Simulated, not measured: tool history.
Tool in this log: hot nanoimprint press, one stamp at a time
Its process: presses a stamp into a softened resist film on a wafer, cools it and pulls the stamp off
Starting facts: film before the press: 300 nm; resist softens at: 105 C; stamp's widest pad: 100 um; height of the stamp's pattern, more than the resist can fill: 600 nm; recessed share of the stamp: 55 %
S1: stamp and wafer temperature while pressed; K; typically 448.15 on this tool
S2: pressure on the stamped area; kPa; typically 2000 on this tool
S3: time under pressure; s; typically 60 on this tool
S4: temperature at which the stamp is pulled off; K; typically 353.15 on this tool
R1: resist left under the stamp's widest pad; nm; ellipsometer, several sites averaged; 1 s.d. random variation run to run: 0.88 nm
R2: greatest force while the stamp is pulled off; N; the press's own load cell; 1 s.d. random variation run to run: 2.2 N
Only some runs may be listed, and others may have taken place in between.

run,hour,S1,S2,S3,S4,R1,R2
1,0.0,448.15,2000,60,353.15,130.6,182
# hour 11.2: stamp cleaned and given a new release coat
2,29.7,448.15,2000,60,353.15,130.9,110
3,65.8,448.15,2000,60,353.15,132.2,115
# hour 71.0: plate thermocouple calibrated
# hour 79.0: press's hydraulic seals changed and the load cell set to zero
4,118.5,448.15,2620,60,353.15,115.6,135
# hour 140.4: plate thermocouple calibrated, once more
5,150.9,448.15,2620,60,353.15,104.6,133
6,171.5,448.15,2620,60,353.15,103.4,136
7,206.2,448.15,2000,60,353.15,122.6,146
8,228.3,448.15,2000,60,351.15,122.9,166
9,270.4,448.15,2000,60,351.15,122.3,175
# hour 288.1: stamp cleaned and given a new release coat
10,310.9,448.15,2000,60,353.15,123.1,106
11,350.6,448.15,2000,60,353.15,122.2,118
12,372.0,448.15,2000,60,353.15,122.4,124
13,406.8,448.15,2000,60,353.15,123.8,137
14,440.8,448.15,2000,60,353.15,125.6,142
15,481.9,448.15,2000,60,353.15,126.5,155
16,525.2,448.15,2000,60,353.15,126.5,171
# hour 552.5: stamp cleaned and given a new release coat
17,572.2,448.15,2000,60,353.15,127.3,111
18,595.2,442.15,1970,60,338.15,163.9,162
19,623.7,440.15,1970,100,346.15,149.8,147
20,656.2,438.15,1970,100,346.15,164.9,159
21,688.6,442.15,2010,52,346.15,169.8,165
22,727.2,456.15,2000,52,341.15,101.1,209
23,765.6,456.15,2060,104,341.15,75.1,218
24,794.0,456.15,1930,104,344.15,80.6,223
# hour 808.7: press's hydraulic seals changed and the load cell set to zero
# hour 824.1: stamp cleaned and given a new release coat
25,826.0,455.15,1300,87,354.15,109.7,100
26,852.4,455.15,1300,87,354.15,109.0,108
# hour 875.0: plate thermocouple calibrated
27,882.8,438.15,3060,87,344.15,127.1,145
28,912.8,438.15,3060,87,344.15,129.6,154
29,938.6,438.15,3060,87,344.15,129.7,165
30,974.5,448.15,2000,52,353.15,128.5,139

Pick out some run-to-run changes in R1. Of each, how much would a tool without hidden state show as well, from the settings, what came in and chance, and how much is left for the hidden state and any gauge scatter not in both results compared?
The tool's hidden condition here consists of: true temperature over the reading, C; pressure that arrives at the usual setting, %; grip of the stamp's worn release coat, % over a new coat's; drift of the gauge itself on residual_nm, %; drift of the gauge itself on pull_off_n, %.
Run 4 -> 5: plate thermocouple calibrated, once more. R1 -11.0 nm: hidden state -11.5, all else +0.5.
Run 17 -> 18: S1 448.15 -> 442.15, S2 2000 -> 1970, S4 353.15 -> 338.15. R1 +36.6 nm: hidden state +2.4, all else +34.2.
Run 21 -> 22: S1 442.15 -> 456.15, S2 2010 -> 2000, S4 346.15 -> 341.15. R1 -68.7 nm: hidden state -4.2, all else -64.5.
Run 24 -> 25: S1 456.15 -> 455.15, S2 1930 -> 1300, S3 104 -> 87, S4 344.15 -> 354.15, press's hydraulic seals changed and the load cell set to zero, stamp cleaned and given a new release coat. R1 +29.1 nm: hidden state +0.9, all else +28.2.
Run 26 -> 27: S1 455.15 -> 438.15, S2 1300 -> 3060, S4 354.15 -> 344.15, plate thermocouple calibrated. R1 +18.1 nm: hidden state -7.7, all else +25.8.
